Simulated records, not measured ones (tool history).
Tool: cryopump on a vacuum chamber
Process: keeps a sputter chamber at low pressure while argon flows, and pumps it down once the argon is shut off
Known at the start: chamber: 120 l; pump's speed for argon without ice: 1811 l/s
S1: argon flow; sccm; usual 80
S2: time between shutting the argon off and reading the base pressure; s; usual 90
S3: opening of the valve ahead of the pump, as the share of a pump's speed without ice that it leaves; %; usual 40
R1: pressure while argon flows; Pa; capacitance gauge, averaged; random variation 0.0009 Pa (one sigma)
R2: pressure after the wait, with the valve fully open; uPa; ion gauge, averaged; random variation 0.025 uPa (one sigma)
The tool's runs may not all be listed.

run 1 hour=0.0 | S1=80 S2=90 S3=40 | R1=0.2023 R2=2.45
run 2 hour=54.5 | S1=121 S2=90 S3=40 | R1=0.3099 R2=2.56
run 3 hour=144.7 | S1=80 S2=90 S3=40 | R1=0.2044 R2=2.63
-- hour=173.0 pump warmed up, emptied and cooled again
run 4 hour=231.7 | S1=80 S2=90 S3=40 | R1=0.1879 R2=2.26
run 5 hour=292.5 | S1=80 S2=90 S3=40 | R1=0.1887 R2=2.38
run 6 hour=334.5 | S1=80 S2=71 S3=40 | R1=0.1894 R2=2.52
run 7 hour=380.5 | S1=80 S2=71 S3=40 | R1=0.1902 R2=2.56
run 8 hour=432.1 | S1=80 S2=71 S3=47 | R1=0.1620 R2=2.58
run 9 hour=478.3 | S1=80 S2=90 S3=40 | R1=0.1912 R2=2.47
run 10 hour=530.3 | S1=80 S2=90 S3=40 | R1=0.1907 R2=2.52
run 11 hour=609.1 | S1=80 S2=115 S3=40 | R1=0.1934 R2=2.34
-- hour=662.7 leaking fittings of the chamber tightened, without venting
run 12 hour=695.9 | S1=80 S2=90 S3=40 | R1=0.1950 R2=1.08
run 13 hour=732.1 | S1=80 S2=90 S3=40 | R1=0.1953 R2=1.07
run 14 hour=786.6 | S1=80 S2=90 S3=37 | R1=0.2094 R2=1.05
run 15 hour=859.5 | S1=80 S2=90 S3=40 | R1=0.1953 R2=1.13
run 16 hour=930.9 | S1=80 S2=90 S3=40 | R1=0.1981 R2=1.15
run 17 hour=1004.8 | S1=80 S2=90 S3=22 | R1=0.3532 R2=1.18
run 18 hour=1052.8 | S1=80 S2=90 S3=22 | R1=0.3503 R2=1.17
run 19 hour=1089.9 | S1=80 S2=173 S3=40 | R1=0.2005 R2=0.84
run 20 hour=1158.3 | S1=80 S2=173 S3=40 | R1=0.2016 R2=0.80
run 21 hour=1218.3 | S1=80 S2=173 S3=40 | R1=0.1997 R2=0.86
run 22 hour=1307.1 | S1=80 S2=173 S3=40 | R1=0.2033 R2=0.88
run 23 hour=1373.1 | S1=43 S2=207 S3=40 | R1=0.1100 R2=0.88
run 24 hour=1426.2 | S1=117 S2=289 S3=45 | R1=0.2697 R2=0.74
run 25 hour=1492.6 | S1=94 S2=23 S3=21 | R1=0.4399 R2=3.66
-- hour=1526.8 pump warmed up, emptied and cooled again
run 26 hour=1560.8 | S1=94 S2=23 S3=21 | R1=0.4201 R2=3.68
run 27 hour=1640.8 | S1=94 S2=23 S3=21 | R1=0.4189 R2=3.68
run 28 hour=1712.7 | S1=94 S2=23 S3=21 | R1=0.4228 R2=3.75
run 29 hour=1800.7 | S1=94 S2=23 S3=21 | R1=0.4234 R2=3.75
run 30 hour=1871.9 | S1=45 S2=23 S3=60 | R1=0.0726 R2=3.81
run 31 hour=1948.8 | S1=81 S2=23 S3=20 | R1=0.3831 R2=3.85
run 32 hour=2011.7 | S1=151 S2=90 S3=31 | R1=0.4677 R2=1.45
run 33 hour=2099.0 | S1=101 S2=109 S3=20 | R1=0.4827 R2=1.38
run 34 hour=2170.7 | S1=93 S2=265 S3=21 | R1=0.4252 R2=1.02

The same runs without the tool's hidden state, with the same run-to-run variation:
The hidden state here: pump's speed, % of a pump's without ice; cold plate's temperature, K; leak into the chamber, uPa l/s; drift of the gauge itself on working_pa, %; drift of the gauge itself on base_upa, %.
run=1 R1=0.1853 R2=0.94
run=2 R1=0.2827 R2=1.00
run=3 R1=0.1849 R2=0.99
run=4 R1=0.1865 R2=0.96
run=5 R1=0.1866 R2=1.02
run=6 R1=0.1867 R2=1.20
run=7 R1=0.1869 R2=1.20
run=8 R1=0.1581 R2=1.18
run=9 R1=0.1867 R2=1.01
run=10 R1=0.1855 R2=1.04
run=11 R1=0.1872 R2=0.84
run=12 R1=0.1876 R2=1.01
run=13 R1=0.1874 R2=0.99
run=14 R1=0.2008 R2=0.95
run=15 R1=0.1857 R2=1.00
run=16 R1=0.1874 R2=1.00
run=17 R1=0.3413 R2=1.00
run=18 R1=0.3378 R2=0.97
run=19 R1=0.1873 R2=0.62
run=20 R1=0.1874 R2=0.57
run=21 R1=0.1847 R2=0.59
run=22 R1=0.1867 R2=0.57
run=23 R1=0.1005 R2=0.54
run=24 R1=0.2425 R2=0.39
run=25 R1=0.4168 R2=3.28
run=26 R1=0.4187 R2=3.39
run=27 R1=0.4164 R2=3.36
run=28 R1=0.4191 R2=3.40
run=29 R1=0.4184 R2=3.37
run=30 R1=0.0698 R2=3.40
run=31 R1=0.3770 R2=3.40
run=32 R1=0.4546 R2=0.99
run=33 R1=0.4724 R2=0.87
run=34 R1=0.4144 R2=0.47
